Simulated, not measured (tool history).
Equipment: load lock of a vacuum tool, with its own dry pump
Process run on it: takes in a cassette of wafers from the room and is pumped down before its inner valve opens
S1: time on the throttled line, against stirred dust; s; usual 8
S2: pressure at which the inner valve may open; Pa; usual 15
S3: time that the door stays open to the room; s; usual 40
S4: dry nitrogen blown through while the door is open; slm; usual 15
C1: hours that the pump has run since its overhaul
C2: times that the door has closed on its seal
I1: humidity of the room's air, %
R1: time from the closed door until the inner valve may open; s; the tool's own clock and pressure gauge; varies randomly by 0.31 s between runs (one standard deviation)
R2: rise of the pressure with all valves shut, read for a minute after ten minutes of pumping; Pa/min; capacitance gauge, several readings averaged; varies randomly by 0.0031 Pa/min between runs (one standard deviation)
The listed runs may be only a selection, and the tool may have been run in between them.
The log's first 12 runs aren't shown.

run	hour	S1	S2	S3	S4	C1	C2	I1	R1	R2
13	1433.3	8	15	40	15	8630	23164	46.3	16.3	0.114
14	1590.4	8	15	42	15	8787	23821	44.4	16.7	0.109
15	1686.5	8	15	42	15	8883	24222	45.9	16.4	0.120
16	1845.3	8	15	42	15	9042	24885	45.3	16.9	0.120
17	1998.7	6	15	40	15	9195	25525	45.1	14.8	0.127
18	2138.4	6	15	40	15	9335	26108	45.1	14.6	0.125
19	2207.4	5	15	61	15	9404	26396	48.3	14.5	0.132
20	2276.1	5	15	61	15	9472	26683	46.8	14.5	0.136
21	2384.9	10	21	207	37	9581	27137	48.9	17.7	0.133
22	2509.0	10	23	207	5	9705	27656	44.6	16.6	0.219
23	2610.3	9	13	43	30	9807	28078	43.8	17.7	0.122
24	2707.8	9	13	43	30	9904	28485	45.9	17.6	0.117
25	2852.6	9	14	43	9	10049	29090	45.3	16.8	0.154
26	2941.6	8	11	40	18	10138	29462	42.8	17.1	0.127
27	3076.7	11	16	40	15	10273	30026	43.9	18.4	0.143
28	3182.5	11	16	40	15	10379	30467	44.3	18.6	0.142
29	3265.4	4	18	40	15	10462	30814	42.9	13.5	0.147
30	3340.9	4	29	40	15	10537	31129	48.8	13.0	0.149
31	3458.4	4	29	40	15	10655	31619	46.0	12.7	0.145
32	3573.8	8	11	41	32	10770	32101	44.4	16.8	0.132
33	3732.3	5	15	40	30	10929	32763	45.3	14.6	0.135
34	3848.1	5	15	40	30	11044	33246	44.9	14.7	0.141
35	3915.3	5	15	40	30	11112	33527	42.7	14.7	0.145
36	4049.0	12	22	40	15	11245	34085	46.6	19.0	0.167

Forecast each of these 5 alternatives for the next run:
A	4208.8	12	22	64	15	11405	34752	43.4	?	?
B	4208.8	9	22	40	24	11405	34752	45.6	?	?
C	4208.8	12	14	82	15	11405	34752	44.9	?	?
D	4208.8	6	13	27	15	11405	34752	45.6	?	?
E	4208.8	7	22	213	15	11405	34752	46.3	?	?

run	R1	R2
A	18.9	0.170
B	16.4	0.153
C	19.6	0.181
D	15.0	0.155
E	15.8	0.214
Take away the tool's hidden state, keep each run's random variation, and the runs would have read:
run	R1	R2
A	18.2	0.059
B	15.7	0.043
C	18.8	0.069
D	14.1	0.043
E	15.0	0.103

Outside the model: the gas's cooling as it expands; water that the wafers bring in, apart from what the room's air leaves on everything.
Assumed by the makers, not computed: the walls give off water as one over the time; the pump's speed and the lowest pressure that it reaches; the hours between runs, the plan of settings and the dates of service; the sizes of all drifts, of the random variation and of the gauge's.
